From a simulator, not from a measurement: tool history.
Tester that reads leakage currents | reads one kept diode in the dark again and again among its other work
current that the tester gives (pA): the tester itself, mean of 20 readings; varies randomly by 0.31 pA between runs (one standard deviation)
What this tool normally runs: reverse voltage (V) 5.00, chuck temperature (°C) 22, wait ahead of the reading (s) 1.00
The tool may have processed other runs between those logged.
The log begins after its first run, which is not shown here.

run	day	reverse voltage (V)	chuck temperature (°C)	wait ahead of the reading (s)	hours of work since the probe card was cleaned	hours of work since the tester was calibrated	hours of work since the chuck was calibrated	current that the tester gives (pA)
2	3.808	5.00	22	1.00	1617	1260	57	106.46
3	6.825	6.89	22	1.00	1662	1305	101	119.92
4	10.304	6.89	34	1.00	1714	1357	153	285.36
5	13.825	6.89	34	1.00	1766	1409	205	285.29
# day 17.171: probe card cleaned and baked
6	17.562	6.89	34	1.00	6	1463	259	271.62
7	19.462	6.89	34	1.00	34	1491	287	270.50
8	21.504	6.89	34	1.00	64	1521	318	269.77
9	23.521	6.89	34	1.00	94	1551	348	268.39
10	26.492	5.00	22	0.61	139	1595	392	96.29
11	29.708	8.95	22	1.00	186	1643	440	115.38
12	32.208	8.95	22	1.00	223	1680	477	115.02
# day 32.567: tester calibrated
13	35.733	8.95	22	1.00	275	47	528	113.61
14	39.421	8.95	22	1.00	329	102	583	113.18
15	43.342	8.95	22	1.00	388	160	641	112.68
# day 44.704: chuck's temperature calibrated
16	45.788	5.00	22	1.00	423	195	16	103.33
17	49.042	5.00	22	1.00	471	244	64	101.98
18	53.362	5.00	22	1.00	535	308	129	100.89
# day 55.708: tester calibrated, once more
19	55.996	5.00	22	1.00	573	4	167	102.37
20	59.862	3.22	22	2.63	631	62	224	85.59
21	63.088	1.53	40	7.61	679	110	272	261.48
22	65.629	11.98	27	1.00	716	147	310	200.74
23	67.488	11.98	27	1.00	744	175	337	200.13
24	70.775	1.03	25	1.42	793	224	386	72.59
25	73.883	2.48	57	0.50	839	270	432	956.04
26	78.138	5.00	26	1.30	902	333	496	132.18

Run 27 has not been measured yet. What should we expect?
27	82.350	19.95	22	0.38	965	396	558	?

{"run 27": {"current that the tester gives (pA)": 176.0}}
Had the tool carried no hidden state, the very same run would have given current that the tester gives (pA) 176.71.
